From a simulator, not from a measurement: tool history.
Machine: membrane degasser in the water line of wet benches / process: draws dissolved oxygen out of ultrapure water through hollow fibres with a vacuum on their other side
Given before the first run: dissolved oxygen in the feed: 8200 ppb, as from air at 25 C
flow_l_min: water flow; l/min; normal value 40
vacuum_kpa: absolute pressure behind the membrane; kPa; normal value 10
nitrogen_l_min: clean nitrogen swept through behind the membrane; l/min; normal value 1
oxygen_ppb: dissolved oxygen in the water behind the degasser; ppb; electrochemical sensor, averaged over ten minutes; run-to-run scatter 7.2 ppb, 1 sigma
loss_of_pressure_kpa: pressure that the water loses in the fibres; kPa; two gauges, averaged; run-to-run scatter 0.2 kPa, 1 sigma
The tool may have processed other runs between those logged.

| run | hour | flow_l_min | vacuum_kpa | nitrogen_l_min | oxygen_ppb | loss_of_pressure_kpa |
|---|---|---|---|---|---|---|
| 1 | 0 | 40 | 10 | 1 | 727.5 | 41.83 |
| 2 | 33.2 | 40 | 10 | 1 | 725.5 | 41.91 |
| 3 | 77.8 | 40 | 10 | 1 | 720.9 | 41.63 |
| 4 | 106.7 | 40 | 10 | 1 | 726.7 | 41.62 |
| 5 | 135.9 | 40 | 10 | 1 | 731.9 | 42.06 |
| 6 | 171.1 | 40 | 10 | 1 | 708.3 | 41.88 |
| 7 | 213.1 | 40 | 10 | 0.55 | 966.6 | 41.82 |
| 8 | 251.1 | 40 | 10 | 1 | 724.4 | 42.06 |
| 9 | 278.2 | 40 | 10 | 1 | 724.4 | 42.18 |
| 10 | 318.6 | 40 | 10 | 1 | 713.8 | 41.62 |
| 11 | 365.4 | 40 | 10 | 1 | 702.3 | 42.19 |
| 12 | 407.1 | 24 | 8.3 | 0.88 | 332.9 | 25.08 |
| 13 | 439 | 24 | 8.3 | 0.88 | 324.6 | 25.19 |
| 14 | 469.3 | 24 | 15.2 | 1.21 | 541.3 | 25.26 |
| 15 | 493 | 40 | 6.6 | 1 | 478.3 | 41.48 |
| 16 | 516.8 | 34 | 14.1 | 1.06 | 810 | 35.65 |
| 17 | 561.2 | 36 | 10 | 1.34 | 527.8 | 37.87 |
| 18 | 593.1 | 33 | 10 | 0.57 | 787.9 | 34.48 |
| 19 | 626.6 | 33 | 10 | 0.57 | 788.9 | 34.06 |

Below are 5 alternative next runs, each starting from the tool's condition after run 19. Predict each:
| A | 668.1 | 32 | 12.8 | 1.54 | ? | ? |
| B | 668.1 | 44 | 13.3 | 0.93 | ? | ? |
| C | 668.1 | 34 | 21.9 | 1 | ? | ? |
| D | 668.1 | 33 | 7 | 2.76 | ? | ? |
| E | 668.1 | 57 | 10 | 0.57 | ? | ? |

| run | oxygen_ppb | loss_of_pressure_kpa |
|---|---|---|
| A | 532.8 | 33.47 |
| B | 1083 | 45.78 |
| C | 1254 | 35.82 |
| D | 227.1 | 34.33 |
| E | 1407.1 | 59.69 |
Without the tool's unlogged condition, the same runs would have read:
| run | oxygen_ppb | loss_of_pressure_kpa |
|---|---|---|
| A | 532.6 | 33.47 |
| B | 1082.8 | 45.77 |
| C | 1253.7 | 35.81 |
| D | 226.9 | 34.33 |
| E | 1406.7 | 59.68 |
